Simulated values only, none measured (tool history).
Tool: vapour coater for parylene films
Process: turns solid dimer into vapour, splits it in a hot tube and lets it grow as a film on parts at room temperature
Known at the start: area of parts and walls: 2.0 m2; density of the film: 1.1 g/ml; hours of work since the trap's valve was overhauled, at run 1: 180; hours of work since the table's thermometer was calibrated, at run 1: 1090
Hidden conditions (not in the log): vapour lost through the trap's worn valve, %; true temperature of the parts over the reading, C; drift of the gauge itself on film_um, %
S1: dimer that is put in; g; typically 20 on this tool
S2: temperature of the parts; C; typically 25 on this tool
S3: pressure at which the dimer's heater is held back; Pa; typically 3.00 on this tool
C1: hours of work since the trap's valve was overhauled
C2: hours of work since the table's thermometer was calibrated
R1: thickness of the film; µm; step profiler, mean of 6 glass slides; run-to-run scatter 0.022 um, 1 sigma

run	hour	S1	S2	S3	C1	C2	R1
1	0.0	20	25	3.00	180	1090	4.78
2	65.6	20	25	3.00	222	1131	4.80
3	112.6	20	25	3.00	251	1161	4.78
4	167.0	20	25	3.00	286	1195	4.88
5	194.3	20	18	3.00	303	1212	6.76
6	237.1	11	23	6.10	330	1239	2.52
7	283.6	11	23	6.10	359	1269	2.53
# hour 317.9: trap's valve overhauled
8	326.4	11	23	6.10	5	1293	2.53
9	375.7	34	26	3.20	37	1324	7.73

Estimate the outcome of run 10 from the log above:
10	412.6	13	25	5.98	60	1348	?

R1: 2.74 µm
On a tool with no hidden condition, and with the same random variation, this run would have come out at R1 2.72 µm.
